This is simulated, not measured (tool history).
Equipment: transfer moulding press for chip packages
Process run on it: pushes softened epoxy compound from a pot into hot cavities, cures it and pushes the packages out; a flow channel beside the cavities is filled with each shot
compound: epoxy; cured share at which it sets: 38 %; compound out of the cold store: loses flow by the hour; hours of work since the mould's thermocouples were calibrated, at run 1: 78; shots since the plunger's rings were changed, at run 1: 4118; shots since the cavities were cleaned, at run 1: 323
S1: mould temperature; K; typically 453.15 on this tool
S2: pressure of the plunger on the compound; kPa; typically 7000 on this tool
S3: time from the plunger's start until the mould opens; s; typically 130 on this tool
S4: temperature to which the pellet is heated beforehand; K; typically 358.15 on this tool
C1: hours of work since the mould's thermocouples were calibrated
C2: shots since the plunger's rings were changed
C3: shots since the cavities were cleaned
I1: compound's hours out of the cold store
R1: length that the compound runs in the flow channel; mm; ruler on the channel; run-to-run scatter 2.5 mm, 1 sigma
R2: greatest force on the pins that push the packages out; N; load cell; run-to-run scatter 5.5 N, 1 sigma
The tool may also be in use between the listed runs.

run	day	S1	S2	S3	S4	C1	C2	C3	I1	R1	R2
1	0.000	453.15	7000	130	358.15	78	4118	323	37.6	575	189
2	0.821	453.15	7000	130	358.15	89	4267	472	10.1	637	192
3	1.433	453.15	7000	169	358.15	97	4378	583	31.6	586	163
# day 1.604: cavities cleaned with cleaning compound and waxed
4	2.600	453.15	7000	169	358.15	111	4578	181	8.9	632	155
5	3.892	453.15	7000	130	358.15	128	4813	416	35.6	575	195
6	4.450	453.15	7000	130	358.15	135	4914	517	17.6	616	194
# day 4.896: cavities cleaned with cleaning compound and waxed
7	5.588	453.15	7000	130	358.15	149	5109	125	18.0	617	203
8	6.379	457.15	7000	130	358.15	159	5253	269	10.8	611	173
9	7.458	457.15	7000	130	358.15	173	5449	465	9.5	616	169
# day 8.279: cavities cleaned with cleaning compound and waxed
10	8.538	457.15	7000	130	358.15	186	5633	47	16.9	603	173
11	9.275	457.15	7000	130	358.15	196	5767	181	37.9	559	163
12	10.304	453.15	7000	125	358.15	209	5954	368	17.0	618	216
# day 11.496: plunger's sealing rings changed
# day 11.696: cavities cleaned with cleaning compound and waxed
13	11.821	453.15	7000	125	358.15	227	48	23	18.9	613	202
14	13.054	453.15	7000	125	358.15	243	271	246	29.9	590	208
15	13.862	450.15	7870	135	357.15	253	418	393	20.1	661	219
16	14.592	450.15	7870	135	357.15	263	550	525	39.0	617	210
# day 15.029: cavities cleaned with cleaning compound and waxed
17	15.754	450.15	8320	135	348.15	277	750	131	20.8	681	214
18	17.088	455.15	7000	130	351.15	294	992	373	30.3	585	172
19	18.096	455.15	7000	130	351.15	307	1175	556	41.1	565	174
# day 18.342: cavities cleaned with cleaning compound and waxed
20	18.892	455.15	7000	130	351.15	317	1308	100	25.8	589	178
21	19.883	455.15	7000	130	351.15	330	1488	280	21.6	603	175
22	20.938	455.15	7000	114	357.15	344	1679	471	8.5	629	221
# day 21.638: cavities cleaned with cleaning compound and waxed
23	22.333	455.15	6910	114	357.15	361	1921	126	14.6	613	207
24	23.254	455.15	6910	114	357.15	373	2088	293	34.7	566	207
25	24.104	457.15	8330	145	356.15	384	2242	447	28.8	631	160
# day 24.988: cavities cleaned with cleaning compound and waxed
26	25.317	453.15	6940	166	358.15	399	2451	59	47.2	551	158
27	26.225	453.15	6940	166	358.15	410	2616	224	37.4	569	150

Forecast each of these 4 alternatives for the next run:
A	27.075	458.15	5440	130	368.15	421	2770	378	16.5	?	?
B	27.075	451.15	6940	166	365.15	421	2770	378	9.7	?	?
C	27.075	447.15	5240	130	355.15	421	2770	378	36.5	?	?
D	27.075	454.15	6940	166	357.15	421	2770	378	14.9	?	?

run	R1	R2
A	523	173
B	643	172
C	515	277
D	612	171
Without the tool's unlogged condition, the same runs would have read:
run	R1	R2
A	523	172
B	643	171
C	515	275
D	612	170
